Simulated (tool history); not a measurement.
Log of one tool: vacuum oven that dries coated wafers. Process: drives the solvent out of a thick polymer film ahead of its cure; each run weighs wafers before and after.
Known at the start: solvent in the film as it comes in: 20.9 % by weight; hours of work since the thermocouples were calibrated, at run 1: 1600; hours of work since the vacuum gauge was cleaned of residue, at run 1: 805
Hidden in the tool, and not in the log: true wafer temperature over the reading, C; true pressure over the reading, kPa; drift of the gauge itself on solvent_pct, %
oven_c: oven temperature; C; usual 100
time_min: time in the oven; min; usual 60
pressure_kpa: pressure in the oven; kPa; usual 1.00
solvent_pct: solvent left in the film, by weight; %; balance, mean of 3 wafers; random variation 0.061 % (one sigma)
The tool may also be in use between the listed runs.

run     day  oven_c  time_min  pressure_kpa  hours of work since the thermocouples were calibrated  hours of work since the vacuum gauge was cleaned of residue  solvent_pct
  1   0.000     100        60          1.00                                                   1600                                                          805         4.26
  2   1.625     100        60          0.70                                                   1625                                                          829         3.94
  3   3.171     100        60          1.00                                                   1648                                                          853         4.29
  4   4.779     105        60          1.00                                                   1672                                                          877         3.13
      5.108  -- oven's thermocouples calibrated
  5   5.983     105        60          1.00                                                     13                                                          894         2.76
  6   7.675     105        60          1.00                                                     39                                                          919         2.76
  7   8.842     105        60          1.00                                                     56                                                          937         2.71
  8   9.908     105        60          1.00                                                     72                                                          953         2.82
  9  11.629     105        60          1.00                                                     98                                                          979         2.83
 10  13.317     102        60          1.00                                                    124                                                         1004         3.31
 11  14.904     102        60          1.00                                                    148                                                         1028         3.38
 12  16.475     102        34          1.00                                                    171                                                         1052         6.26
 13  18.383     102        34          1.00                                                    200                                                         1081         6.37
 14  19.892     102        34          1.00                                                    223                                                         1103         6.38
 15  20.888     102        34          1.00                                                    238                                                         1118         6.20
 16  21.829     102        34          1.00                                                    252                                                         1132         6.34
 17  22.954     102        34          1.00                                                    269                                                         1149         6.40
 18  24.675     102        34          1.00                                                    295                                                         1175         6.41
 19  26.512      88        60          1.00                                                    322                                                         1203         7.05
 20  28.492     100        60          3.84                                                    352                                                         1233         7.38
 21  30.075     100        60          3.84                                                    376                                                         1257         7.11
     30.308  -- vacuum gauge cleaned of residue and calibrated
 22  31.962     100        60          3.84                                                    403                                                           25         7.45
 23  33.321     100        60          0.79                                                    424                                                           45         4.02
     34.083  -- vacuum gauge cleaned of residue and calibrated, once more
 24  34.371      95        60          1.00                                                    439                                                            4         4.81
 25  36.088      95        60          1.00                                                    465                                                           30         4.83
 26  37.012      95        60          0.70                                                    479                                                           44         4.48
 27  38.688      95        52          1.00                                                    504                                                           69         5.71
 28  40.554      85        58          0.73                                                    532                                                           97         7.15
 29  41.788     112        99          0.60                                                    550                                                          116         0.75
 30  43.512     113        31          0.60                                                    576                                                          142         4.02
 31  45.296     113        31          0.60                                                    603                                                          169         3.95
 32  46.371     113        31          0.60                                                    619                                                          185         4.06
 33  48.317     113        31          0.60                                                    649                                                          214         3.99
 34  49.325     103        31          0.60                                                    664                                                          230         6.41
 35  50.350     102        41          1.41                                                    679                                                          245         5.77
 36  52.238      86        36          3.07                                                    708                                                          273        12.94
 37  53.308     105        63          3.07                                                    724                                                          289         4.94
 38  54.421     105        63          3.07                                                    741                                                          306         4.71
 39  55.588     105        63          3.07                                                    758                                                          324         4.79
 40  56.400     100        76          2.47                                                    770                                                          336         4.69
 41  57.996      91        32          1.09                                                    794                                                          360         9.86
 42  58.829      91        32          1.09                                                    807                                                          373         9.83
 43  60.358      91        47          1.09                                                    830                                                          396         7.50
 44  61.404     113        70          2.64                                                    846                                                          411         2.76
 45  62.742      93        45          2.64                                                    866                                                          432         9.29
 46  64.583      93        45          2.64                                                    894                                                          459         9.19
 47  65.738     111        60          1.43                                                    911                                                          477         2.41
 48  67.400     111        60          1.43                                                    936                                                          502         2.41

Forecast each of these 3 alternatives for the next run:
  A  68.929      96        90          1.43                                                    959                                                          525            ?
  B  68.929     100        60          1.54                                                    959                                                          525            ?
  C  68.929      93       102          1.00                                                    959                                                          525            ?

run  solvent_pct
  A         3.82
  B         4.70
  C         3.43
Without the tool's hidden state the same runs would have given:
run  solvent_pct
  A         3.23
  B         4.09
  C         2.85
